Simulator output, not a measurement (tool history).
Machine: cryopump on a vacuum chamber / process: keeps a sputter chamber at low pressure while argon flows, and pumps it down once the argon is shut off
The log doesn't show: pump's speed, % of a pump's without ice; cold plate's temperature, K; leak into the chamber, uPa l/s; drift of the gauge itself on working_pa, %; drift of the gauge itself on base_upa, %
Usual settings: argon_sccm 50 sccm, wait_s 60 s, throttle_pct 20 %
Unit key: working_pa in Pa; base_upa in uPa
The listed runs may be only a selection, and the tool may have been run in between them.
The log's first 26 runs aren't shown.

run,hour,argon_sccm,wait_s,throttle_pct,hours of work since the pump was warmed up and emptied,hours of work since the cold head was overhauled,hours of work since the chamber's fittings were tightened,working_pa,base_upa
27,503.5,40,40,25,228,612,871,0.1202,1.74
28,523.1,45,151,16,243,627,885,0.2092,0.66
29,536.5,45,151,16,253,637,895,0.2087,0.67
30,553.7,41,151,16,265,649,908,0.1907,0.65
31,568.7,43,27,20,276,660,919,0.1615,2.44
32,587.2,39,47,44,290,674,933,0.0713,1.51
33,611.3,39,47,44,308,692,950,0.07,1.58
34,624.3,24,60,18,317,701,960,0.1006,1.28
35,639.3,24,60,18,328,712,971,0.1022,1.27

3 ways to go on from here, each from the tool as it stands after run 35. What would each give?
A,661.9,87,33,31,345,729,988,?,?
B,661.9,50,235,20,345,729,988,?,?
C,661.9,27,49,20,345,729,988,?,?

run,working_pa,base_upa
A,0.2224,2.09
B,0.1906,0.55
C,0.1036,1.46
With the hidden condition removed and each run's random variation left untouched, the same runs would have given:
run,working_pa,base_upa
A,0.2012,1.94
B,0.1785,0.4
C,0.097,1.32

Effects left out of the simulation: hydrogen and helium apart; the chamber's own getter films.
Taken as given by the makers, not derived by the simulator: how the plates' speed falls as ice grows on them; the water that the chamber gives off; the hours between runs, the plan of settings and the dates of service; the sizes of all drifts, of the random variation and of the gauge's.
